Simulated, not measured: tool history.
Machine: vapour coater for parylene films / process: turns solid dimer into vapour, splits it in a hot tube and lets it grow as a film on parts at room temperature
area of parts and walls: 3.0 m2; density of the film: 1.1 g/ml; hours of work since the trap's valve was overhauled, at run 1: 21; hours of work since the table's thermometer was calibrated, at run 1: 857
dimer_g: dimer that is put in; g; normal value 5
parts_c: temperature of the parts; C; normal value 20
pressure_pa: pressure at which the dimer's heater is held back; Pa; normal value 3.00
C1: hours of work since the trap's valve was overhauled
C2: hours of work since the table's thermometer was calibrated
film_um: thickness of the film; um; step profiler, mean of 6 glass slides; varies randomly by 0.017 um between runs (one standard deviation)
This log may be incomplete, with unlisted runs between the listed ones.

{"run": 1, "hour": 0.0, "dimer_g": 5, "parts_c": 20, "pressure_pa": 3.0, "C1": 21, "C2": 857, "film_um": 1.32}
{"run": 2, "hour": 34.4, "dimer_g": 5, "parts_c": 20, "pressure_pa": 3.0, "C1": 51, "C2": 887, "film_um": 1.29}
{"run": 3, "hour": 86.0, "dimer_g": 5, "parts_c": 20, "pressure_pa": 3.0, "C1": 95, "C2": 932, "film_um": 1.31}
{"run": 4, "hour": 124.8, "dimer_g": 5, "parts_c": 20, "pressure_pa": 3.38, "C1": 129, "C2": 965, "film_um": 1.28}
{"run": 5, "hour": 166.7, "dimer_g": 3, "parts_c": 20, "pressure_pa": 3.0, "C1": 165, "C2": 1002, "film_um": 0.75}
{"run": 6, "hour": 196.8, "dimer_g": 3, "parts_c": 20, "pressure_pa": 3.0, "C1": 191, "C2": 1028, "film_um": 0.81}
{"hour": 232.1, "done": "trap's valve overhauled"}
{"run": 7, "hour": 247.3, "dimer_g": 3, "parts_c": 20, "pressure_pa": 3.0, "C1": 13, "C2": 1068, "film_um": 0.81}
{"hour": 263.0, "done": "table's thermometer calibrated"}
{"run": 8, "hour": 303.0, "dimer_g": 3, "parts_c": 20, "pressure_pa": 3.0, "C1": 60, "C2": 35, "film_um": 0.81}
{"run": 9, "hour": 356.3, "dimer_g": 3, "parts_c": 20, "pressure_pa": 3.0, "C1": 107, "C2": 81, "film_um": 0.79}
{"run": 10, "hour": 396.6, "dimer_g": 3, "parts_c": 20, "pressure_pa": 3.0, "C1": 142, "C2": 116, "film_um": 0.78}

For run 11, what comes out?
{"run": 11, "hour": 442.3, "dimer_g": 2, "parts_c": 27, "pressure_pa": 8.58, "C1": 181, "C2": 155, "film_um": "?"}

film_um: 0.32 um
With no hidden state in the tool, this same run would have given film_um 0.32 um.
